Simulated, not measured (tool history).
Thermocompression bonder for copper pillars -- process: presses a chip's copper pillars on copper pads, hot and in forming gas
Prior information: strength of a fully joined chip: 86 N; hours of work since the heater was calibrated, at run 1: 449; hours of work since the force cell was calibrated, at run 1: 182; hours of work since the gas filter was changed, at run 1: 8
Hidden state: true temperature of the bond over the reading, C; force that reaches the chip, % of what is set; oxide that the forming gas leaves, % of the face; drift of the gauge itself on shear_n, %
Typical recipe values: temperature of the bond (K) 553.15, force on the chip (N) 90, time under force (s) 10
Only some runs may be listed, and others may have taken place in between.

run   hour  temperature of the bond (K)  force on the chip (N)  time under force (s)  hours of work since the heater was calibrated  hours of work since the force cell was calibrated  hours of work since the gas filter was changed  force that shears a chip off (N)
  1      0                       553.15                     90                    10                                            449                                                182                                               8                              38.2
  2   11.1                       571.15                     90                    10                                            456                                                190                                              15                              48.1
  3   27.3                       553.15                     90                    10                                            467                                                200                                              26                              38.1
  4   43.5                       554.15                     90                    10                                            477                                                211                                              36                              38.8
  5   57.8                       553.15                     90                    10                                            486                                                220                                              46                              38.2
  6   66.4                       553.15                     73                    10                                            492                                                225                                              51                              33.9
  7   76.2                       553.15                     90                    10                                            498                                                232                                              58                              38.1
  8   83.5                       553.15                     90                    14                                            503                                                236                                              62                              42.9
  9   99.7                       537.15                     90                    10                                            514                                                247                                              73                                30
 10  109.1                       537.15                     90                    10                                            520                                                253                                              79                              29.8
 11  120.7                       537.15                     90                    10                                            527                                                260                                              86                              29.5
 12  135.6                       537.15                     96                    10                                            537                                                270                                              96                                31
 13  146.4                       537.15                     96                    10                                            544                                                277                                             103                              30.7
 14  153.7                       537.15                     96                    10                                            548                                                282                                             108                              30.6
 15    167                       537.15                     96                    10                                            557                                                290                                             116                              30.9
 16  180.9                       553.15                     90                    10                                            566                                                299                                             125                              37.7
 17  191.7                       553.15                     56                    10                                            573                                                306                                             132                              28.8
 18  204.6                       553.15                     56                    10                                            581                                                315                                             141                              28.6
 19  214.1                       553.15                     56                    10                                            588                                                321                                             147                              28.7
 20  223.9                       553.15                     56                    10                                            594                                                327                                             153                              28.5
 21  238.6                       545.15                     61                    10                                            603                                                337                                             163                              26.4
 22  250.1                       545.15                     61                    10                                            611                                                344                                             170                              26.5
 23  264.5                       577.15                     90                    30                                            620                                                353                                             179                              66.8
 24  272.5                       553.15                     94                    10                                            625                                                359                                             184                              38.3
 25  282.3                       565.15                     90                    16                                            632                                                365                                             191                              50.9
 26  296.4                       565.15                     90                    16                                            641                                                374                                             200                                51
 27  307.8                       564.15                     90                    21                                            648                                                381                                             207                              54.6
 28  318.3                       564.15                     90                    21                                            655                                                388                                             214                              54.2
 29  334.6                       570.15                     90                     8                                            665                                                399                                             225                              43.2
 30  345.9                       570.15                     90                     8                                            673                                                406                                             232                              42.7
 31  358.4                       570.15                     90                     8                                            681                                                414                                             240                              43.2
 32  366.8                       564.15                     83                    27                                            686                                                420                                             245                              56.6
 33    375                       564.15                     83                    27                                            692                                                425                                             251                              56.3
 34  384.8                       564.15                     83                    27                                            698                                                431                                             257                              56.1
 35  392.8                       544.15                     61                     5                                            703                                                436                                             262                              19.4
 36  406.3                       544.15                     61                     5                                            712                                                445                                             271                              19.2

For run 37, what comes out?
 37  419.4                       571.15                     61                    21                                            720                                                454                                             280                                 ?

Logged for run 37: force that shears a chip off (N) 49.2.
On a tool with no hidden condition, and with the same random variation, this run would have come out at force that shears a chip off (N) 50.2.
